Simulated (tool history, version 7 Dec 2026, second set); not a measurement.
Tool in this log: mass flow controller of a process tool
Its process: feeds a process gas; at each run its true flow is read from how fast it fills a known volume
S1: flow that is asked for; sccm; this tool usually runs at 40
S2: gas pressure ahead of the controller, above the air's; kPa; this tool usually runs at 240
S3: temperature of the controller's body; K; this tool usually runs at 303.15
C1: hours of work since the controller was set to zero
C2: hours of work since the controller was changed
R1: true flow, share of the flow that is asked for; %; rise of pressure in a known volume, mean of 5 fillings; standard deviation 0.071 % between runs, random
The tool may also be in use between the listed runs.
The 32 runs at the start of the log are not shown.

run 33 day=586.462 | S1=19 S2=159 S3=298.15 | C1=3859 C2=3859 | R1=99.69
run 34 day=596.421 | S1=19 S2=159 S3=298.15 | C1=4017 C2=4017 | R1=99.60
run 35 day=612.612 | S1=19 S2=159 S3=298.15 | C1=4274 C2=4274 | R1=99.50
run 36 day=627.388 | S1=74 S2=195 S3=308.15 | C1=4508 C2=4508 | R1=100.84
run 37 day=642.408 | S1=74 S2=270 S3=308.15 | C1=4746 C2=4746 | R1=100.79
run 38 day=659.988 | S1=74 S2=178 S3=308.15 | C1=5025 C2=5025 | R1=100.75
run 39 day=670.379 | S1=40 S2=214 S3=303.15 | C1=5190 C2=5190 | R1=100.13
run 40 day=684.767 | S1=40 S2=214 S3=303.15 | C1=5418 C2=5418 | R1=100.16
-- day=687.750 controller's zero set anew
run 41 day=704.892 | S1=40 S2=177 S3=294.15 | C1=272 C2=5737 | R1=99.35
run 42 day=720.442 | S1=71 S2=240 S3=300.15 | C1=519 C2=5984 | R1=100.06
run 43 day=732.429 | S1=71 S2=240 S3=300.15 | C1=709 C2=6174 | R1=100.12
-- day=740.179 controller exchanged for a calibrated one
run 44 day=755.242 | S1=15 S2=257 S3=303.15 | C1=239 C2=239 | R1=100.15
run 45 day=769.829 | S1=34 S2=240 S3=296.15 | C1=470 C2=470 | R1=99.45
run 46 day=786.346 | S1=34 S2=240 S3=296.15 | C1=732 C2=732 | R1=99.61

3 ways to go on from here, each from the tool as it stands after run 46. What would each give?
run A day=804.108 | S1=96 S2=278 S3=297.15 | C1=1014 C2=1014 | R1=?
run B day=804.108 | S1=98 S2=240 S3=296.15 | C1=1014 C2=1014 | R1=?
run C day=804.108 | S1=40 S2=240 S3=297.15 | C1=1014 C2=1014 | R1=?

run=A R1=99.93
run=B R1=99.98
run=C R1=99.69
With the hidden condition removed and each run's random variation left untouched, the same runs would have given:
run=A R1=99.93
run=B R1=99.98
run=C R1=99.69

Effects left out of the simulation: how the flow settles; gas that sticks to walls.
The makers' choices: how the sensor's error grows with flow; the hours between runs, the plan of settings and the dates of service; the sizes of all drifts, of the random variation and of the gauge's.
